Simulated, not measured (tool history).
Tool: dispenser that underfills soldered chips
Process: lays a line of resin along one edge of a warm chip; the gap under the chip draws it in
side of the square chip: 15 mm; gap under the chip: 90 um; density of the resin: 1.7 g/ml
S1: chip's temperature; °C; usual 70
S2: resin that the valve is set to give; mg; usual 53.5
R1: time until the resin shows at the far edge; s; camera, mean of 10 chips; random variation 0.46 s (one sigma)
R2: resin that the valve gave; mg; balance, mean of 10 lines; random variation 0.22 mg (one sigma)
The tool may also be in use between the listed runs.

| run | day | S1 | S2 | R1 | R2 |
|---|---|---|---|---|---|
| 1 | 0.000 | 70 | 53.5 | 53.6 | 51.78 |
|  | 0.046 | new syringe of resin |
| 2 | 0.100 | 70 | 53.5 | 38.3 | 51.70 |
| 3 | 0.229 | 70 | 52.7 | 41.4 | 50.95 |
| 4 | 0.379 | 70 | 53.5 | 48.8 | 51.31 |
| 5 | 0.554 | 70 | 53.5 | 55.5 | 51.52 |
|  | 0.579 | new syringe of resin |
| 6 | 0.688 | 70 | 53.5 | 39.8 | 51.18 |
| 7 | 0.779 | 70 | 53.5 | 43.1 | 50.87 |
| 8 | 0.942 | 65 | 53.3 | 60.2 | 50.97 |
|  | 1.125 | new syringe of resin |
| 9 | 1.150 | 82 | 53.4 | 22.4 | 51.09 |
| 10 | 1.325 | 83 | 49.7 | 25.5 | 47.38 |
|  | 1.417 | dispensing valve cleaned and set on the balance |
| 11 | 1.488 | 69 | 48.3 | 50.3 | 47.97 |
| 12 | 1.571 | 60 | 65.7 | 77.4 | 65.60 |
|  | 1.700 | new syringe of resin |
| 13 | 1.762 | 60 | 65.7 | 59.1 | 65.50 |

The next listed run, before its measurement:
| 14 | 1.862 | 77 | 63.1 | ? | ? |

Run 14 gave R1 30.1 s, R2 62.89 mg.
Without the tool's hidden state the same run would have given R1 25.0 s, R2 63.27 mg.
